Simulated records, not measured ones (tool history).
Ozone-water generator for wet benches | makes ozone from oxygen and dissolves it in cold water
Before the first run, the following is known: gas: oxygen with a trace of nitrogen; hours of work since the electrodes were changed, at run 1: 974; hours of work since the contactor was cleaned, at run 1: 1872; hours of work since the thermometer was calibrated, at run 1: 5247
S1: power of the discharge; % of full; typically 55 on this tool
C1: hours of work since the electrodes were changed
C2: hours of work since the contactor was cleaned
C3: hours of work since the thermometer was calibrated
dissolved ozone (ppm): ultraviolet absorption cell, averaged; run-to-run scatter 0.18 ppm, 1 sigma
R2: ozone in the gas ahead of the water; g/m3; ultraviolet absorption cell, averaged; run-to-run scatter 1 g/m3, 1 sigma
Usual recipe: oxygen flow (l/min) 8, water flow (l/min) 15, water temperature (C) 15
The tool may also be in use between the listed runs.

Run 1, day 0: usual settings; C1 974; C2 1872; C3 5247. Result: dissolved ozone (ppm) 24.9, R2 181.2 g/m3.
Run 2, day 0.771: usual settings but water temperature (C) 14; C1 990; C2 1887; C3 5262. Result: dissolved ozone (ppm) 25.4, R2 177.6 g/m3.
Run 3, day 1.596: usual settings but water temperature (C) 14; C1 1007; C2 1904; C3 5279. Result: dissolved ozone (ppm) 25.4, R2 180.2 g/m3.
Run 4, day 2.629: usual settings but water temperature (C) 14; C1 1028; C2 1925; C3 5300. Result: dissolved ozone (ppm) 25.4, R2 180.7 g/m3.
Run 5, day 3.408: usual settings but water temperature (C) 14; C1 1044; C2 1941; C3 5316. Result: dissolved ozone (ppm) 25.6, R2 180.5 g/m3.
Run 6, day 4.433: usual settings but water temperature (C) 14; C1 1065; C2 1962; C3 5337. Result: dissolved ozone (ppm) 25.7, R2 180.6 g/m3.
Run 7, day 5.158: usual settings but water temperature (C) 14; C1 1079; C2 1977; C3 5352. Result: dissolved ozone (ppm) 25.4, R2 178.3 g/m3.
Run 8, day 6.192: usual settings; C1 1100; C2 1998; C3 5373. Result: dissolved ozone (ppm) 25.1, R2 180 g/m3.
Run 9, day 7.3: usual settings; C1 1123; C2 2021; C3 5396. Result: dissolved ozone (ppm) 25.1, R2 178.9 g/m3.
Run 10, day 7.95: usual settings; C1 1136; C2 2034; C3 5409. Result: dissolved ozone (ppm) 24.6, R2 179.1 g/m3.
Run 11, day 8.833: usual settings but water flow (l/min) 23; C1 1154; C2 2052; C3 5427. Result: dissolved ozone (ppm) 17.1, R2 181.8 g/m3.
Run 12, day 9.908: usual settings but water flow (l/min) 23; C1 1176; C2 2074; C3 5449. Result: dissolved ozone (ppm) 16.9, R2 179.7 g/m3.
Run 13, day 11.162: usual settings but oxygen flow (l/min) 10.61; C1 1202; C2 2100; C3 5475. Result: dissolved ozone (ppm) 24.2, R2 155.5 g/m3.
Run 14, day 11.95: usual settings but oxygen flow (l/min) 10.06; C1 1218; C2 2116; C3 5491. Result: dissolved ozone (ppm) 24.2, R2 160.4 g/m3.
Run 15, day 12.508: usual settings but oxygen flow (l/min) 10.06; C1 1229; C2 2127; C3 5502. Result: dissolved ozone (ppm) 24.1, R2 162.6 g/m3.
At day 12.846: water thermometer calibrated.
Run 16, day 13.179: usual settings but oxygen flow (l/min) 10.06; C1 1243; C2 2140; C3 7. Result: dissolved ozone (ppm) 24.4, R2 158.8 g/m3.
Run 17, day 14.358: usual settings but water temperature (C) 10; C1 1267; C2 2164; C3 31. Result: dissolved ozone (ppm) 27.2, R2 178.6 g/m3.
Run 18, day 15.117: usual settings but water temperature (C) 10; C1 1282; C2 2180; C3 46. Result: dissolved ozone (ppm) 27.3, R2 178.6 g/m3.
Run 19, day 16.042: usual settings but oxygen flow (l/min) 4.81, water temperature (C) 9; C1 1301; C2 2199; C3 65. Result: dissolved ozone (ppm) 28.2, R2 233 g/m3.
Run 20, day 17.033: usual settings but oxygen flow (l/min) 7.07, water flow (l/min) 22; C1 1321; C2 2219; C3 85. Result: dissolved ozone (ppm) 17.8, R2 190.8 g/m3.
Run 21, day 18.196: usual settings but oxygen flow (l/min) 7.07, water flow (l/min) 22; C1 1345; C2 2243; C3 109. Result: dissolved ozone (ppm) 17.5, R2 188.7 g/m3.
Run 22, day 19.142: usual settings but S1 49 % of full, oxygen flow (l/min) 5.27, water flow (l/min) 22, water temperature (C) 17; C1 1364; C2 2262; C3 129. Result: dissolved ozone (ppm) 15.3, R2 200.7 g/m3.

Run 23, settings as shown, results not yet in. Your forecast:
Run 23, day 20.225: usual settings but S1 51 % of full, water flow (l/min) 11, water temperature (C) 18; C1 1387; C2 2284; C3 151. Result: dissolved ozone (ppm) ?, R2 ?.

dissolved ozone (ppm): 27.5
R2: 165.5 g/m3
Take away the tool's hidden state, keep the run-to-run variation as it was, and the same run would have given dissolved ozone (ppm) 28.4, R2 169 g/m3.
